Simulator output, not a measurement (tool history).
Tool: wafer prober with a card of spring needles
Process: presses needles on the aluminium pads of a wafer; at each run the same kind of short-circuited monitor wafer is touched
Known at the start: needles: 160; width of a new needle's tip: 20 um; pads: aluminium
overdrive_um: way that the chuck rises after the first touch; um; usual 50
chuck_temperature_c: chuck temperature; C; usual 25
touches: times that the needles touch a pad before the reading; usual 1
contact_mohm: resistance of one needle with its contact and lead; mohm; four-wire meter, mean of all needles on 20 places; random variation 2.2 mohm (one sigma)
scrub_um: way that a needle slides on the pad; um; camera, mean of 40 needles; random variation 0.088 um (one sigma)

| run | day | overdrive_um | chuck_temperature_c | touches | contact_mohm | scrub_um |
|---|---|---|---|---|---|---|
| 1 | 0 | 50 | 25 | 1 | 248 | 12.17 |
|  | 0.167 | tips cleaned on abrasive film |
| 2 | 0.196 | 50 | 25 | 1 | 254 | 12.17 |
|  | 0.608 | tips cleaned on abrasive film |
| 3 | 0.608 | 34 | 25 | 1 | 267 | 8.34 |
| 4 | 0.962 | 50 | 25 | 1 | 249 | 11.99 |
|  | 1.038 | tips cleaned on abrasive film |
| 5 | 1.379 | 50 | 25 | 1 | 251 | 12.25 |
|  | 1.467 | tips cleaned on abrasive film |
| 6 | 1.7 | 50 | 79 | 1 | 264 | 12.15 |
| 7 | 1.888 | 50 | 79 | 1 | 269 | 12.17 |
|  | 1.925 | tips cleaned on abrasive film |
| 8 | 2.146 | 50 | 79 | 1 | 262 | 12.16 |
|  | 2.375 | tips cleaned on abrasive film |
| 9 | 2.45 | 50 | 79 | 1 | 265 | 12.13 |
|  | 2.829 | tips cleaned on abrasive film |
| 10 | 2.842 | 50 | 79 | 1 | 261 | 12.03 |
|  | 3.267 | tips cleaned on abrasive film |
| 11 | 3.267 | 50 | 79 | 1 | 264 | 12.1 |
| 12 | 3.554 | 50 | 79 | 1 | 268 | 12.14 |
|  | 3.708 | tips cleaned on abrasive film |
| 13 | 3.933 | 50 | 79 | 1 | 263 | 12 |
|  | 4.15 | tips cleaned on abrasive film |
| 14 | 4.362 | 31 | 25 | 1 | 264 | 7.54 |
| 15 | 4.554 | 50 | 99 | 1 | 273 | 12.2 |
|  | 4.588 | tips cleaned on abrasive film |
| 16 | 4.792 | 50 | 99 | 1 | 270 | 12.31 |
|  | 5.038 | tips cleaned on abrasive film |
| 17 | 5.067 | 50 | 99 | 1 | 274 | 12.15 |
|  | 5.475 | tips cleaned on abrasive film |
| 18 | 5.483 | 50 | 99 | 1 | 272 | 12.11 |
| 19 | 5.867 | 57 | 25 | 1 | 244 | 13.83 |

Run 20 comes next. What will it give?
|  | 5.912 | tips cleaned on abrasive film |
| 20 | 6.208 | 45 | 53 | 2 | ? | ? |

{"run 20": {"contact_mohm": 264, "scrub_um": 10.78}}
Without the tool's hidden state the same run would have given contact_mohm 263 mohm, scrub_um 10.79 um.
